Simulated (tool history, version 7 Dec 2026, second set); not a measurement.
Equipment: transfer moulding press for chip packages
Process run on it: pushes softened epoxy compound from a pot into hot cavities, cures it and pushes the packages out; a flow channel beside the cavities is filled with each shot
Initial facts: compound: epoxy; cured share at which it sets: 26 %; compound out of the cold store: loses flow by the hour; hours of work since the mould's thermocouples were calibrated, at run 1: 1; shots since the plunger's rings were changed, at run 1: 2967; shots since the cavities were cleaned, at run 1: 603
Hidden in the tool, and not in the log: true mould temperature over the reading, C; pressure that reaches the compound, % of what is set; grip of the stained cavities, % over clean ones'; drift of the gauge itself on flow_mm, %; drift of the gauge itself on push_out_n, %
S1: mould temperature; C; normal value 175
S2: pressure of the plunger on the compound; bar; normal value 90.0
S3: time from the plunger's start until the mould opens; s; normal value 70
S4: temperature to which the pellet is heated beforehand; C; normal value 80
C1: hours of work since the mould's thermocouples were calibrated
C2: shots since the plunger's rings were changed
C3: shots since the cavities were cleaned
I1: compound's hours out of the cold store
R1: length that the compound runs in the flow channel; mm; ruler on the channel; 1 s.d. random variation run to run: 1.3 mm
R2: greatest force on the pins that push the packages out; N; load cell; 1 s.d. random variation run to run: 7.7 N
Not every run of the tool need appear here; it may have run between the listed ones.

run   hour   S1     S2   S3  S4  C1    C2   C3    I1    R1    R2
  1    0.0  175   90.0   70  80   1  2967  603  42.0   842   545
  2    5.7  175   90.0   70  80   4  3057  693  26.8   902   596
      11.7  -- cavities cleaned with cleaning compound and waxed
  3   14.7  175   90.0   88  80   9  3175   47  12.9   959   241
  4   20.6  175  106.5   88  80  13  3267  139  12.1  1048   281
      29.3  -- plunger's sealing rings changed
  5   32.3  175  106.5   88  74  19    47  283  43.6   931   324
  6   36.6  175  106.5   88  74  21   115  351  46.0   920   346
  7   43.6  175  106.5   88  74  26   226  462  25.6  1008   366
  8   50.5  175   90.0   59  80  30   335  571  30.3   908   895
  9   58.2  175   90.0   59  80  35   455  691  35.0   887   905
      64.2  -- cavities cleaned with cleaning compound and waxed
 10   64.7  175   90.0   59  80  38   534    8  47.2   838   459
 11   74.0  175   90.0   78  80  44   681  155  33.2   892   320
 12   81.9  175   90.0   78  80  49   805  279  25.4   921   385
 13   87.7  175   90.0   70  88  53   896  370  12.0   979   527
      90.3  -- mould's thermocouples calibrated
 14   98.2  175   90.0   70  88   5  1030  504  13.8   965   581
 15  102.5  169   70.1  104  87   8  1098  572  23.0   840   408
 16  111.1  169   70.1  104  87  13  1232  706   9.8   890   449
     116.7  -- cavities cleaned with cleaning compound and waxed
 17  120.9  171  108.3   61  73  19  1363   66  23.6  1031   699
 18  128.0  176   90.0   51  80  23  1475  178  11.3   972   912
 19  135.5  176   90.0   51  80  28  1593  296  37.0   868   941
     142.9  -- mould's thermocouples calibrated, once more
 20  146.9  178   90.0   84  80   3  1740  443  18.4   934   350
 21  154.1  178   74.0   84  80   7  1853  556  28.0   811   384
 22  162.3  180   82.8   98  73  12  1983  686  32.4   833   377
 23  167.0  180   82.8   98  73  15  2057  760  28.5   849   376
     168.9  -- cavities cleaned with cleaning compound and waxed
 24  177.3  176   90.0   88  80  21  2195  131  19.9   930   267
 25  185.5  176   90.0   88  80  26  2324  260  15.7   947   300
 26  191.0  170   80.2   68  83  30  2411  347  37.7   830   732
 27  197.3  170   80.2   51  75  34  2510  446  38.3   823  1358
 28  202.2  175   72.5   98  80  37  2587  523  20.2   835   363

Alternative continuations, all from the tool just after run 28; predict every row:
  A  210.7  178  72.5   72  80  42  2721  657  32.9   ?   ?
  B  210.7  175  77.0   70  80  42  2721  657  23.9   ?   ?
  C  210.7  173  90.0  103  80  42  2721  657  40.5   ?   ?
  D  210.7  175  81.9   98  80  42  2721  657  12.3   ?   ?
  E  210.7  170  69.7   59  80  42  2721  657  23.4   ?   ?

run   R1    R2
  A  779   467
  B  846   616
  C  857   400
  D  919   392
  E  821  1295
With the hidden condition removed and each run's random variation left untouched, the same runs would have given:
run   R1   R2
  A  800  243
  B  868  323
  C  880  209
  D  944  204
  E  843  674
